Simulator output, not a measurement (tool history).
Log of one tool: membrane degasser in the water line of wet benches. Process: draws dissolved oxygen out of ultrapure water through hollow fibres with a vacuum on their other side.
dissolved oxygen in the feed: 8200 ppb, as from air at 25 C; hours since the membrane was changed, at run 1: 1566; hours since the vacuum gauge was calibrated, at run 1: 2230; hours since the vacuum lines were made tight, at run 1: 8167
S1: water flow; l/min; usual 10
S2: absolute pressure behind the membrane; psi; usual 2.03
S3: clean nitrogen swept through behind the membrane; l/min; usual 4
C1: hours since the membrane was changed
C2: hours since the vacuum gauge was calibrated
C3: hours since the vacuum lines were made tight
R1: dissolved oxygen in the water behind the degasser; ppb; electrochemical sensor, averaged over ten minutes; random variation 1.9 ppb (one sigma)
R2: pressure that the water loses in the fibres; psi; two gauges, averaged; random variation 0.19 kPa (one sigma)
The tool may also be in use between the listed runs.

run	hour	S1	S2	S3	C1	C2	C3	R1	R2
1	0	10	2.03	4	1566	2230	8167	191	5.662
2	40.5	10	2.03	4	1606	2270	8208	195.6	5.655
3	95	10	2.03	4	1661	2325	8262	196.3	5.619
4	148.5	10	2.03	4	1714	2378	8316	191.7	5.675
5	186.4	10	2.03	4	1752	2416	8353	193.6	5.585
6	224.1	10	2.03	4	1790	2454	8391	192.7	5.67
7	277.6	10	2.03	4	1843	2507	8445	197.4	5.643
8	314.9	10	2.03	4	1881	2544	8482	196.9	5.667
9	368	10	2.03	4	1934	2598	8535	194.2	5.674
# hour 412.5: seals of the vacuum lines changed
10	414.7	10	2.03	4	1979	2642	2	195.5	5.656
11	469.3	10	2.03	4	2033	2697	57	191.1	5.704
12	507.7	10	2.03	4	2072	2735	95	191	5.659
13	531.7	10	2.03	2.62	2096	2759	119	224.2	5.667
14	583.3	10	1.62	2.62	2147	2811	171	204.7	5.649
15	615.3	10	1.62	2.62	2179	2843	203	203.6	5.632
16	654.4	10	1.62	2.62	2218	2882	242	203.8	5.626
17	693.8	10	1.62	2.62	2258	2921	281	200.8	5.619
18	721.1	10	1.62	2.62	2285	2949	309	202.6	5.661
19	743.6	10	1.62	2.62	2307	2971	331	201.3	5.645
20	786.7	10	1.62	2.62	2351	3014	374	202.6	5.635
# hour 792: vacuum gauge calibrated
21	827.1	10	1.62	2.62	2390	35	414	203.1	5.699
22	857	10	1.65	5.53	2420	65	444	170.8	5.683
23	882.6	15	1.83	7.48	2446	91	470	258.1	8.544
24	907.4	15	1.83	5.21	2471	115	494	278.6	8.437
25	960.6	10	1.89	3.35	2524	169	548	200.4	5.693
26	984.7	10	1.44	4	2548	193	572	170.9	5.641
27	1023	7	2.81	6.54	2586	231	610	124.7	3.948
# hour 1028.2: vacuum gauge calibrated, once more
28	1053.8	8	3.18	6.8	2617	26	640	151.1	4.544
29	1103.6	8	3.35	2.05	2666	75	690	283.9	4.58
30	1126.7	9	2.68	3.17	2690	99	713	216.6	5.115
31	1163.9	9	2.68	3.17	2727	136	750	218.6	5.12

4 ways to go on from here, each from the tool as it stands after run 31. What would each give?
A	1202	11	1.78	3.62	2765	174	789	?	?
B	1202	10	2.03	9.97	2765	174	789	?	?
C	1202	14	2.03	4	2765	174	789	?	?
D	1202	6	4.54	3.21	2765	174	789	?	?

run	R1	R2
A	216.6	6.28
B	155.3	5.674
C	285	8.005
D	196	3.421
Without the tool's hidden state the same runs would have given:
run	R1	R2
A	202.4	6.132
B	142.9	5.542
C	267.9	7.819
D	187.7	3.342

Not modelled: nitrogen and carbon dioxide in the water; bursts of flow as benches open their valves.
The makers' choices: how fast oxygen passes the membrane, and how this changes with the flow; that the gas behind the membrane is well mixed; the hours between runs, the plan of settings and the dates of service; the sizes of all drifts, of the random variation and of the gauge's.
